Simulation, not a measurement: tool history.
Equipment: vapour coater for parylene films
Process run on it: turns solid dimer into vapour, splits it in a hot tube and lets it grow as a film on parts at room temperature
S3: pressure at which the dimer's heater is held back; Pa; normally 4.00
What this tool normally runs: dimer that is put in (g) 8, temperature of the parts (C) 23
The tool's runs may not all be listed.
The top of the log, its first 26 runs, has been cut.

{"run": 27, "day": 18.783, "dimer that is put in (g)": 5, "temperature of the parts (C)": 23, "S3": 4.0, "thickness of the film (µm)": 2.88}
{"run": 28, "day": 19.358, "dimer that is put in (g)": 4, "temperature of the parts (C)": 30, "S3": 6.96, "thickness of the film (µm)": 1.64}
{"run": 29, "day": 19.892, "dimer that is put in (g)": 4, "temperature of the parts (C)": 30, "S3": 6.96, "thickness of the film (µm)": 1.62}
{"run": 30, "day": 20.583, "dimer that is put in (g)": 5, "temperature of the parts (C)": 23, "S3": 2.89, "thickness of the film (µm)": 3.07}
{"run": 31, "day": 21.579, "dimer that is put in (g)": 5, "temperature of the parts (C)": 23, "S3": 4.0, "thickness of the film (µm)": 2.87}
{"run": 32, "day": 21.996, "dimer that is put in (g)": 6, "temperature of the parts (C)": 20, "S3": 2.49, "thickness of the film (µm)": 4.17}
{"run": 33, "day": 22.817, "dimer that is put in (g)": 8, "temperature of the parts (C)": 23, "S3": 2.22, "thickness of the film (µm)": 5.25}
{"run": 34, "day": 23.492, "dimer that is put in (g)": 8, "temperature of the parts (C)": 32, "S3": 2.16, "thickness of the film (µm)": 4.05}
{"run": 35, "day": 24.396, "dimer that is put in (g)": 8, "temperature of the parts (C)": 32, "S3": 6.62, "thickness of the film (µm)": 3.15}
{"run": 36, "day": 25.067, "dimer that is put in (g)": 8, "temperature of the parts (C)": 22, "S3": 4.0, "thickness of the film (µm)": 4.74}
{"run": 37, "day": 25.646, "dimer that is put in (g)": 3, "temperature of the parts (C)": 23, "S3": 2.19, "thickness of the film (µm)": 1.97}
{"run": 38, "day": 26.225, "dimer that is put in (g)": 10, "temperature of the parts (C)": 21, "S3": 5.22, "thickness of the film (µm)": 5.72}
{"run": 39, "day": 26.633, "dimer that is put in (g)": 12, "temperature of the parts (C)": 17, "S3": 5.22, "thickness of the film (µm)": 7.77}
{"run": 40, "day": 27.05, "dimer that is put in (g)": 12, "temperature of the parts (C)": 17, "S3": 5.22, "thickness of the film (µm)": 7.74}
{"run": 41, "day": 27.562, "dimer that is put in (g)": 12, "temperature of the parts (C)": 23, "S3": 7.04, "thickness of the film (µm)": 6.02}
{"run": 42, "day": 28.129, "dimer that is put in (g)": 8, "temperature of the parts (C)": 21, "S3": 4.0, "thickness of the film (µm)": 4.9}
{"run": 43, "day": 28.708, "dimer that is put in (g)": 5, "temperature of the parts (C)": 23, "S3": 4.74, "thickness of the film (µm)": 2.78}
{"run": 44, "day": 29.242, "dimer that is put in (g)": 5, "temperature of the parts (C)": 23, "S3": 4.74, "thickness of the film (µm)": 2.77}
{"run": 45, "day": 29.992, "dimer that is put in (g)": 5, "temperature of the parts (C)": 23, "S3": 4.74, "thickness of the film (µm)": 2.77}
{"run": 46, "day": 30.542, "dimer that is put in (g)": 5, "temperature of the parts (C)": 23, "S3": 4.74, "thickness of the film (µm)": 2.77}
{"run": 47, "day": 31.321, "dimer that is put in (g)": 13, "temperature of the parts (C)": 23, "S3": 8.54, "thickness of the film (µm)": 6.39}

Branching from run 47: 3 alternative next runs. What would each branch give?
{"run": "A", "day": 31.762, "dimer that is put in (g)": 12, "temperature of the parts (C)": 26, "S3": 6.19, "thickness of the film (µm)": "?"}
{"run": "B", "day": 31.762, "dimer that is put in (g)": 13, "temperature of the parts (C)": 20, "S3": 8.54, "thickness of the film (µm)": "?"}
{"run": "C", "day": 31.762, "dimer that is put in (g)": 12, "temperature of the parts (C)": 23, "S3": 10.31, "thickness of the film (µm)": "?"}

run=A thickness_of_the_film_(µm)=5.81
run=B thickness_of_the_film_(µm)=7.02
run=C thickness_of_the_film_(µm)=5.59
Take away the tool's hidden state, keep each run's random variation, and the runs would have read:
run=A thickness_of_the_film_(µm)=5.57
run=B thickness_of_the_film_(µm)=6.72
run=C thickness_of_the_film_(µm)=5.36
